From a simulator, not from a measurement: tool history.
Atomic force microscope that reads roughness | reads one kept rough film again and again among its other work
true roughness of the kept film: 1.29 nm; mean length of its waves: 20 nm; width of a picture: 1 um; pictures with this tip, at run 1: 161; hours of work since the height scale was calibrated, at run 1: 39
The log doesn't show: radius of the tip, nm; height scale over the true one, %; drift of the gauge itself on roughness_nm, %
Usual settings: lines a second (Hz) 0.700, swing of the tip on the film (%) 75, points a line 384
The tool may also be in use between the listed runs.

run   hour  lines a second (Hz)  swing of the tip on the film (%)  points a line  pictures with this tip  hours of work since the height scale was calibrated  roughness of the kept film (nm (root mean square))
  1    0.0                0.700                                75            384                     161                                                   39                                               0.810
       5.8  -- new tip fitted
  2   20.5                0.700                                75            384                      20                                                   53                                               1.033
  3   41.6                0.700                                75            431                      49                                                   66                                               0.966
  4   55.1                0.700                                75            746                      68                                                   75                                               0.932
  5   73.3                0.700                                75            384                      93                                                   87                                               0.876
  6   94.7                0.700                                75            384                     122                                                  101                                               0.829
  7  112.1                0.700                                75            340                     145                                                  112                                               0.807
     130.4  -- new tip fitted
  8  133.8                0.700                                75            340                       4                                                  126                                               1.067
  9  148.1                0.700                                75            384                      24                                                  135                                               1.022
 10  160.5                0.700                                75            384                      41                                                  144                                               0.990
 11  181.3                1.586                                75            384                      69                                                  157                                               0.874
 12  192.9                1.586                                75            384                      85                                                  165                                               0.848
 13  201.7                0.700                                75            384                      97                                                  170                                               0.877
 14  213.3                0.700                                75            384                     113                                                  178                                               0.841
 15  229.1                0.700                                75            384                     135                                                  188                                               0.811
 16  242.7                0.700                                75            384                     153                                                  197                                               0.791
 17  253.0                0.700                                75            384                     167                                                  204                                               0.774
     254.6  -- new tip fitted
 18  268.1                0.700                                75            384                      18                                                  213                                               1.029
 19  283.7                0.700                                75            384                      40                                                  224                                               0.978
 20  304.0                0.700                                75            384                      68                                                  237                                               0.923
 21  321.7                0.700                                75            373                      92                                                  248                                               0.872
 22  339.8                0.700                                75            373                     116                                                  260                                               0.828
 23  356.6                0.700                                75            625                     139                                                  271                                               0.809
 24  366.4                1.089                                61            625                     153                                                  278                                               0.810
     377.8  -- new tip fitted
 25  387.3                1.876                                61            280                      13                                                  291                                               1.000
 26  399.0                2.609                                75            384                      29                                                  298                                               0.889
 27  412.3                2.609                                75            384                      47                                                  307                                               0.858
 28  422.1                2.609                                75            782                      60                                                  314                                               0.844
 29  434.4                2.609                                75            782                      77                                                  322                                               0.814
 30  445.3                0.700                                59            384                      92                                                  329                                               0.892
 31  455.4                1.100                                80            384                     106                                                  335                                               0.821
 32  475.5                1.112                                80            570                     133                                                  348                                               0.791
 33  486.8                1.898                                58            885                     149                                                  356                                               0.790
     501.3  -- new tip fitted
 34  506.4                1.898                                58            885                       7                                                  368                                               1.062
 35  517.9                1.691                                75           1024                      23                                                  376                                               0.981
 36  526.8                1.691                                75           1024                      35                                                  382                                               0.945
 37  541.5                0.700                                67            338                      55                                                  391                                               0.958
 38  561.5                0.700                                67            338                      82                                                  404                                               0.903
 39  574.7                0.670                                87            272                     100                                                  413                                               0.827
 40  584.3                0.670                                87            272                     113                                                  419                                               0.802
 41  602.1                0.670                                87            272                     138                                                  431                                               0.783
 42  617.6                2.659                                79            272                     159                                                  441                                               0.672
     625.0  -- new tip fitted
 43  630.5                0.692                                79            699                       8                                                  449                                               1.056
 44  642.2                1.262                                69            699                      24                                                  456                                               1.013
 45  651.0                1.565                                69            699                      36                                                  462                                               0.964

5 ways to go on from here, each from the tool as it stands after run 45. What would each give?
  A  662.4                0.957                                69            257                      51                                                  470                                                   ?
  B  662.4                0.750                                61            578                      51                                                  470                                                   ?
  C  662.4                1.131                                69            302                      51                                                  470                                                   ?
  D  662.4                1.431                                66            757                      51                                                  470                                                   ?
  E  662.4                3.402                                73            699                      51                                                  470                                                   ?

run  roughness of the kept film (nm (root mean square))
  A                                               0.932
  B                                               0.994
  C                                               0.939
  D                                               0.963
  E                                               0.858
Without the tool's hidden state the same runs would have given:
run  roughness of the kept film (nm (root mean square))
  A                                               1.053
  B                                               1.123
  C                                               1.060
  D                                               1.088
  E                                               0.969
